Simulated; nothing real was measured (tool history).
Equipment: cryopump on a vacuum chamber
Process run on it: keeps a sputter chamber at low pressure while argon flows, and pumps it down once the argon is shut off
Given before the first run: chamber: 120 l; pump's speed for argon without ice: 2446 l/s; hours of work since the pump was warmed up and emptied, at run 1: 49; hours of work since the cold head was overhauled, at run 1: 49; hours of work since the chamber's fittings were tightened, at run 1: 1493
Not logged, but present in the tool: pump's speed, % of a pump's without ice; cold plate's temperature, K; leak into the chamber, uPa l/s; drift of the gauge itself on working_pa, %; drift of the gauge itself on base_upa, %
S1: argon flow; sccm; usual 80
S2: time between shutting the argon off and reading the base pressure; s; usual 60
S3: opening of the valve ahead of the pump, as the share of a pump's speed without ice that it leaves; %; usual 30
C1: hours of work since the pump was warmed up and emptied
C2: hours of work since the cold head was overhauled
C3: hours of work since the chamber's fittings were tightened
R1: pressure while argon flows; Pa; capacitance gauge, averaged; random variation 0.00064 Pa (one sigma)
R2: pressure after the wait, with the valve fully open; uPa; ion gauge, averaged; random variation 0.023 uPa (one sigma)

run,day,S1,S2,S3,C1,C2,C3,R1,R2
1,0,80,60,30,49,49,1493,0.185,2.02
2,0.579,80,60,30,61,61,1504,0.185,2.06
3,1.225,80,60,30,73,73,1517,0.1847,1.96
4,1.817,80,60,30,85,85,1529,0.1857,2.07
5,2.35,80,60,30,96,96,1539,0.1854,1.94
6,3.017,80,60,30,109,109,1553,0.1858,2.02
7,3.608,80,60,30,121,121,1564,0.1863,2.11
8,4.208,80,142,30,133,133,1576,0.1874,1.71
9,4.646,80,142,26,141,141,1585,0.2157,1.73
10,5.417,80,142,26,157,157,1600,0.2145,1.78
11,5.767,80,60,30,164,164,1607,0.1871,2.08
12,6.383,80,60,30,176,176,1620,0.1866,2.16
13,6.738,80,60,30,183,183,1627,0.1876,2.17
14,7.421,70,192,26,196,196,1640,0.1886,1.69
15,8.129,80,20,46,210,210,1654,0.1241,3.32
16,8.675,80,91,45,221,221,1665,0.1261,1.98
17,9.062,128,60,39,229,229,1673,0.2319,2.26
18,9.5,44,99,39,238,238,1681,0.0797,2.01
19,9.929,80,37,16,246,246,1690,0.3492,2.69
20,10.288,80,37,16,253,253,1697,0.3491,2.66
21,10.679,54,31,50,261,261,1705,0.0764,2.83
22,11.338,80,22,30,274,274,1718,0.1881,3.33
23,11.671,49,292,34,281,281,1724,0.1017,1.78
24,12.033,80,196,31,288,288,1732,0.1834,1.85
25,12.625,78,60,30,300,300,1743,0.1835,2.29

For some of the steps in R1 from one run to the next: how much would appear even if the tool had no hidden state, given the settings, what came in and random variation, and how much remains for the hidden state plus any gauge scatter that the measured result and the result without hidden state don't share?
Run 16 -> 17: S1 80 -> 128, S2 91 -> 60, S3 45 -> 39. R1 +0.1058 Pa: hidden state +0.002, all else +0.1038.
Run 17 -> 18: S1 128 -> 44, S2 60 -> 99. R1 -0.1522 Pa: hidden state -0.0033, all else -0.1489.
Run 18 -> 19: S1 44 -> 80, S2 99 -> 37, S3 39 -> 16. R1 +0.2695 Pa: hidden state +0.0016, all else +0.2679.
Run 20 -> 21: S1 80 -> 54, S2 37 -> 31, S3 16 -> 50. R1 -0.2727 Pa: hidden state -0.0011, all else -0.2716.
